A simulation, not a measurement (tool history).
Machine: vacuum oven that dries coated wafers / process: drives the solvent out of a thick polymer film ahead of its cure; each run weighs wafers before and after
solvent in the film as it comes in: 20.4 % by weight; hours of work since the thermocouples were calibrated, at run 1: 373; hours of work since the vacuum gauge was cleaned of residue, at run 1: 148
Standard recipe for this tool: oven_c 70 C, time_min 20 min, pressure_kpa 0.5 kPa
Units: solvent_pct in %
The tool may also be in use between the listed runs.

run	hour	oven_c	time_min	pressure_kpa	hours of work since the thermocouples were calibrated	hours of work since the vacuum gauge was cleaned of residue	solvent_pct
1	0	70	20	0.5	373	148	0.78
2	15.6	73	20	0.5	382	157	0.42
3	24.4	73	20	0.5	387	162	0.43
4	41.2	73	17	0.5	396	172	0.64
5	51.3	70	20	0.5	402	177	0.73
6	64.4	70	20	0.5	410	185	0.75
7	80.4	70	20	0.5	419	194	0.74
8	96	70	20	0.625	428	203	0.81
9	111.6	70	20	0.625	437	212	0.81
10	120.4	70	20	0.5	442	217	0.73
11	135.2	70	20	0.5	450	225	0.75
12	143.5	70	20	0.5	455	230	0.77
13	151.4	59	20	0.5	460	235	3.86
14	162	59	20	0.5	466	241	3.83

Run 15, settings as shown, results not yet in. Your forecast:
15	178.3	70	20	0.765	475	250	?

solvent_pct: 0.84 %
On a tool with no hidden condition, and with the same random variation, this run would have come out at solvent_pct 0.85 %.

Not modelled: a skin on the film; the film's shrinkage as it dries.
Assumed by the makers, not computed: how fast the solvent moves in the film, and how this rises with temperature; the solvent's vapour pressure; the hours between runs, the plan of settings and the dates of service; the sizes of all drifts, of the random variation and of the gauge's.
